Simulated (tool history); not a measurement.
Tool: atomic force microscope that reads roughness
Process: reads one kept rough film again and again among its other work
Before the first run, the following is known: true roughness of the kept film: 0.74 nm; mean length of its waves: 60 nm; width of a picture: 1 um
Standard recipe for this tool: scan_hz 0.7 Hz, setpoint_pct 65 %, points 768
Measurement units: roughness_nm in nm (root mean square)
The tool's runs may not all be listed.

Run 1, hour 0: usual settings. Result: roughness_nm 0.7256 nm (root mean square).
Run 2, hour 22.3: usual settings. Result: roughness_nm 0.7238 nm (root mean square).
Run 3, hour 54.8: usual settings. Result: roughness_nm 0.7212 nm (root mean square).
At hour 105.1: new tip fitted.
Run 4, hour 109.6: usual settings. Result: roughness_nm 0.7271 nm (root mean square).
Run 5, hour 151.9: usual settings. Result: roughness_nm 0.7219 nm (root mean square).
Run 6, hour 194.6: usual settings. Result: roughness_nm 0.7208 nm (root mean square).
At hour 210: new tip fitted.
Run 7, hour 247.6: usual settings. Result: roughness_nm 0.7233 nm (root mean square).
Run 8, hour 291.3: usual settings but scan_hz 2.047 Hz. Result: roughness_nm 0.6949 nm (root mean square).
At hour 316.6: new tip fitted.
Run 9, hour 338: usual settings. Result: roughness_nm 0.7263 nm (root mean square).
Run 10, hour 383.8: usual settings but points 686. Result: roughness_nm 0.7235 nm (root mean square).
At hour 419.6: new tip fitted.
Run 11, hour 431.3: usual settings but points 686. Result: roughness_nm 0.727 nm (root mean square).
At hour 448.6: height scale calibrated on a step standard.
Run 12, hour 481.1: usual settings. Result: roughness_nm 0.727 nm (root mean square).
Run 13, hour 503.8: usual settings. Result: roughness_nm 0.7273 nm (root mean square).
At hour 524.5: new tip fitted.
At hour 540.2: height scale calibrated on a step standard, once more.
Run 14, hour 540.3: usual settings but setpoint_pct 66 %. Result: roughness_nm 0.7188 nm (root mean square).
Run 15, hour 582.5: usual settings but scan_hz 1.029 Hz. Result: roughness_nm 0.7108 nm (root mean square).
Run 16, hour 611.3: usual settings. Result: roughness_nm 0.7151 nm (root mean square).
At hour 628.6: new tip fitted.
Run 17, hour 640.3: usual settings but scan_hz 0.836 Hz. Result: roughness_nm 0.7176 nm (root mean square).
Run 18, hour 664.5: usual settings but scan_hz 0.836 Hz. Result: roughness_nm 0.718 nm (root mean square).
Run 19, hour 699.3: usual settings but scan_hz 0.836 Hz. Result: roughness_nm 0.7147 nm (root mean square).
Run 20, hour 723.1: usual settings but scan_hz 0.836 Hz. Result: roughness_nm 0.7136 nm (root mean square).
At hour 732.1: new tip fitted.
Run 21, hour 777.1: usual settings but scan_hz 0.836 Hz. Result: roughness_nm 0.717 nm (root mean square).
Run 22, hour 805.8: usual settings. Result: roughness_nm 0.7164 nm (root mean square).
Run 23, hour 832.6: usual settings. Result: roughness_nm 0.7158 nm (root mean square).
At hour 836.1: new tip fitted.
Run 24, hour 887.5: usual settings. Result: roughness_nm 0.7198 nm (root mean square).
Run 25, hour 936: usual settings but points 787. Result: roughness_nm 0.7154 nm (root mean square).
At hour 940.9: new tip fitted.
Run 26, hour 975.5: usual settings but points 787. Result: roughness_nm 0.7205 nm (root mean square).
Run 27, hour 1020: usual settings but setpoint_pct 85 %, points 787. Result: roughness_nm 0.6922 nm (root mean square).
At hour 1045.2: new tip fitted.
Run 28, hour 1052.3: usual settings but scan_hz 3.836 Hz, setpoint_pct 73 %. Result: roughness_nm 0.6288 nm (root mean square).
Run 29, hour 1077.4: usual settings but scan_hz 0.876 Hz. Result: roughness_nm 0.7174 nm (root mean square).
Run 30, hour 1107.4: usual settings but scan_hz 0.519 Hz, points 625. Result: roughness_nm 0.7232 nm (root mean square).
Run 31, hour 1136.6: usual settings but scan_hz 0.519 Hz, points 625. Result: roughness_nm 0.7216 nm (root mean square).
At hour 1148: new tip fitted.
Run 32, hour 1191.3: usual settings but scan_hz 0.588 Hz, setpoint_pct 55 %, points 307. Result: roughness_nm 0.7279 nm (root mean square).
Run 33, hour 1228.5: usual settings but scan_hz 1.143 Hz, setpoint_pct 58 %, points 329. Result: roughness_nm 0.7181 nm (root mean square).
At hour 1253.3: new tip fitted.
Run 34, hour 1280.7: usual settings but scan_hz 3.329 Hz, setpoint_pct 69 %, points 331. Result: roughness_nm 0.6577 nm (root mean square).
Run 35, hour 1320.6: usual settings but scan_hz 1.423 Hz, setpoint_pct 62 %, points 349. Result: roughness_nm 0.7109 nm (root mean square).
At hour 1358.6: new tip fitted.
Run 36, hour 1359: usual settings but scan_hz 1.423 Hz, setpoint_pct 62 %, points 349. Result: roughness_nm 0.7159 nm (root mean square).
Run 37, hour 1413: usual settings but scan_hz 1.423 Hz, setpoint_pct 62 %, points 349. Result: roughness_nm 0.7118 nm (root mean square).
At hour 1463.7: new tip fitted.
Run 38, hour 1464.1: usual settings but scan_hz 1.251 Hz. Result: roughness_nm 0.7153 nm (root mean square).
Run 39, hour 1510.2: usual settings but setpoint_pct 78 %. Result: roughness_nm 0.7072 nm (root mean square).

Expected results for the next run?
Run 40, hour 1544.9: usual settings but setpoint_pct 78 %. Result: roughness_nm ?.

roughness_nm: 0.7052 nm (root mean square)
Take away the tool's hidden state, keep the run-to-run variation as it was, and the same run would have given roughness_nm 0.7065 nm (root mean square).

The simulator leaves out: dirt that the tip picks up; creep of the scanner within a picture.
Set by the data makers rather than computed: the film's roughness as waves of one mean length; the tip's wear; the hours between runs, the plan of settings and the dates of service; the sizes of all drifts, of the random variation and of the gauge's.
